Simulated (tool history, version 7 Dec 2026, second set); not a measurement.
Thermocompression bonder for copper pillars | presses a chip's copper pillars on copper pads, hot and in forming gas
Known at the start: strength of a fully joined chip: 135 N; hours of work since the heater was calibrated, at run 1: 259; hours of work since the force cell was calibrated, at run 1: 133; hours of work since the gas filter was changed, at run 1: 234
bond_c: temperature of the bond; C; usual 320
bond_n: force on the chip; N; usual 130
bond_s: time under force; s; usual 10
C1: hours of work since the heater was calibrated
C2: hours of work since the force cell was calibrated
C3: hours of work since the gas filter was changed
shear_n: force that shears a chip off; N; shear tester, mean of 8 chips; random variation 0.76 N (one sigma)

{"run": 1, "day": 0.0, "bond_c": 320, "bond_n": 130, "bond_s": 10, "C1": 259, "C2": 133, "C3": 234, "shear_n": 54}
{"run": 2, "day": 0.312, "bond_c": 320, "bond_n": 109, "bond_s": 10, "C1": 263, "C2": 138, "C3": 238, "shear_n": 47.3}
{"run": 3, "day": 0.629, "bond_c": 320, "bond_n": 109, "bond_s": 10, "C1": 268, "C2": 142, "C3": 242, "shear_n": 47}
{"run": 4, "day": 0.867, "bond_c": 320, "bond_n": 109, "bond_s": 10, "C1": 271, "C2": 145, "C3": 245, "shear_n": 48.5}
{"run": 5, "day": 1.392, "bond_c": 320, "bond_n": 109, "bond_s": 10, "C1": 278, "C2": 152, "C3": 252, "shear_n": 47.5}
{"run": 6, "day": 1.775, "bond_c": 321, "bond_n": 130, "bond_s": 10, "C1": 283, "C2": 157, "C3": 257, "shear_n": 55.7}
{"run": 7, "day": 2.196, "bond_c": 321, "bond_n": 130, "bond_s": 6, "C1": 288, "C2": 162, "C3": 263, "shear_n": 44.7}
{"run": 8, "day": 2.558, "bond_c": 321, "bond_n": 130, "bond_s": 6, "C1": 293, "C2": 167, "C3": 267, "shear_n": 45.6}
{"run": 9, "day": 3.042, "bond_c": 321, "bond_n": 130, "bond_s": 6, "C1": 299, "C2": 173, "C3": 274, "shear_n": 44.3}
{"run": 10, "day": 3.471, "bond_c": 321, "bond_n": 130, "bond_s": 6, "C1": 305, "C2": 179, "C3": 279, "shear_n": 45.7}
{"run": 11, "day": 3.7, "bond_c": 321, "bond_n": 130, "bond_s": 6, "C1": 308, "C2": 182, "C3": 283, "shear_n": 44.9}
{"run": 12, "day": 4.217, "bond_c": 321, "bond_n": 130, "bond_s": 6, "C1": 315, "C2": 189, "C3": 289, "shear_n": 45.4}
{"run": 13, "day": 4.483, "bond_c": 320, "bond_n": 130, "bond_s": 18, "C1": 318, "C2": 192, "C3": 293, "shear_n": 66.2}
{"run": 14, "day": 4.879, "bond_c": 320, "bond_n": 130, "bond_s": 10, "C1": 323, "C2": 198, "C3": 298, "shear_n": 53.3}
{"run": 15, "day": 5.138, "bond_c": 320, "bond_n": 102, "bond_s": 10, "C1": 327, "C2": 201, "C3": 301, "shear_n": 45.8}
{"run": 16, "day": 5.604, "bond_c": 320, "bond_n": 102, "bond_s": 10, "C1": 333, "C2": 207, "C3": 308, "shear_n": 44.9}
{"run": 17, "day": 5.954, "bond_c": 320, "bond_n": 130, "bond_s": 10, "C1": 338, "C2": 212, "C3": 312, "shear_n": 55.3}
{"day": 6.058, "done": "force cell calibrated"}
{"run": 18, "day": 6.438, "bond_c": 320, "bond_n": 130, "bond_s": 10, "C1": 343, "C2": 5, "C3": 318, "shear_n": 53.1}
{"run": 19, "day": 6.729, "bond_c": 320, "bond_n": 130, "bond_s": 10, "C1": 347, "C2": 9, "C3": 322, "shear_n": 53}
{"day": 7.133, "done": "force cell calibrated, once more"}
{"run": 20, "day": 7.133, "bond_c": 320, "bond_n": 130, "bond_s": 10, "C1": 351, "C2": 0, "C3": 326, "shear_n": 54.2}
{"day": 7.433, "done": "forming gas filter changed"}
{"run": 21, "day": 7.604, "bond_c": 349, "bond_n": 130, "bond_s": 10, "C1": 357, "C2": 6, "C3": 2, "shear_n": 74}
{"run": 22, "day": 7.988, "bond_c": 320, "bond_n": 130, "bond_s": 7, "C1": 362, "C2": 11, "C3": 7, "shear_n": 50.9}
{"run": 23, "day": 8.225, "bond_c": 320, "bond_n": 130, "bond_s": 7, "C1": 366, "C2": 14, "C3": 10, "shear_n": 51.6}
{"run": 24, "day": 8.712, "bond_c": 350, "bond_n": 84, "bond_s": 25, "C1": 372, "C2": 21, "C3": 17, "shear_n": 73.2}
{"run": 25, "day": 9.104, "bond_c": 350, "bond_n": 84, "bond_s": 25, "C1": 377, "C2": 26, "C3": 22, "shear_n": 75.2}
{"run": 26, "day": 9.375, "bond_c": 313, "bond_n": 192, "bond_s": 25, "C1": 381, "C2": 29, "C3": 26, "shear_n": 98.6}
{"run": 27, "day": 9.725, "bond_c": 320, "bond_n": 82, "bond_s": 13, "C1": 385, "C2": 34, "C3": 30, "shear_n": 45.9}
{"run": 28, "day": 10.154, "bond_c": 326, "bond_n": 148, "bond_s": 13, "C1": 391, "C2": 39, "C3": 36, "shear_n": 73.9}
{"run": 29, "day": 10.396, "bond_c": 325, "bond_n": 128, "bond_s": 6, "C1": 394, "C2": 43, "C3": 39, "shear_n": 49.4}
{"run": 30, "day": 10.892, "bond_c": 320, "bond_n": 130, "bond_s": 10, "C1": 401, "C2": 49, "C3": 46, "shear_n": 58.8}
{"run": 31, "day": 11.421, "bond_c": 324, "bond_n": 178, "bond_s": 13, "C1": 408, "C2": 56, "C3": 52, "shear_n": 81.3}
{"run": 32, "day": 11.821, "bond_c": 296, "bond_n": 162, "bond_s": 14, "C1": 413, "C2": 61, "C3": 58, "shear_n": 63.8}
{"run": 33, "day": 12.083, "bond_c": 349, "bond_n": 130, "bond_s": 24, "C1": 416, "C2": 65, "C3": 61, "shear_n": 95.1}
{"run": 34, "day": 12.358, "bond_c": 301, "bond_n": 130, "bond_s": 24, "C1": 420, "C2": 68, "C3": 65, "shear_n": 67.1}
{"run": 35, "day": 12.633, "bond_c": 320, "bond_n": 149, "bond_s": 7, "C1": 424, "C2": 72, "C3": 68, "shear_n": 57.3}
{"run": 36, "day": 12.962, "bond_c": 308, "bond_n": 160, "bond_s": 10, "C1": 428, "C2": 76, "C3": 73, "shear_n": 60.2}
{"run": 37, "day": 13.229, "bond_c": 320, "bond_n": 101, "bond_s": 23, "C1": 431, "C2": 80, "C3": 76, "shear_n": 64.1}
{"run": 38, "day": 13.596, "bond_c": 303, "bond_n": 98, "bond_s": 8, "C1": 436, "C2": 85, "C3": 81, "shear_n": 36.4}
{"run": 39, "day": 13.896, "bond_c": 303, "bond_n": 98, "bond_s": 8, "C1": 440, "C2": 89, "C3": 85, "shear_n": 35}
{"run": 40, "day": 14.383, "bond_c": 303, "bond_n": 98, "bond_s": 8, "C1": 447, "C2": 95, "C3": 91, "shear_n": 36.8}
{"run": 41, "day": 14.821, "bond_c": 320, "bond_n": 85, "bond_s": 9, "C1": 452, "C2": 101, "C3": 97, "shear_n": 39.4}

Hidden state or all else? Some run-to-run changes of shear_n, split into what the settings, what came in and random variation would give without the hidden state, and what is left for the hidden state (with any gauge scatter that isn't in both results):
The hidden state here: true temperature of the bond over the reading, C; force that reaches the chip, % of what is set; oxide that the forming gas leaves, % of the face; drift of the gauge itself on shear_n, %.
Run 12 -> 13: bond_c 321 -> 320, bond_s 6 -> 18. shear_n +20.8 N: hidden state -1.4, all else +22.2.
Run 19 -> 20: force cell calibrated, once more. shear_n +1.2 N: hidden state +1.4, all else -0.2.
Run 20 -> 21: bond_c 320 -> 349, forming gas filter changed. shear_n +19.8 N: hidden state +4.1, all else +15.7.
Run 26 -> 27: bond_c 313 -> 320, bond_n 192 -> 82, bond_s 25 -> 13. shear_n -52.7 N: hidden state -0.4, all else -52.3.
Run 27 -> 28: bond_c 320 -> 326, bond_n 82 -> 148. shear_n +28 N: hidden state +0.2, all else +27.8.
Run 32 -> 33: bond_c 296 -> 349, bond_n 162 -> 130, bond_s 14 -> 24. shear_n +31.3 N: hidden state -0.8, all else +32.1.
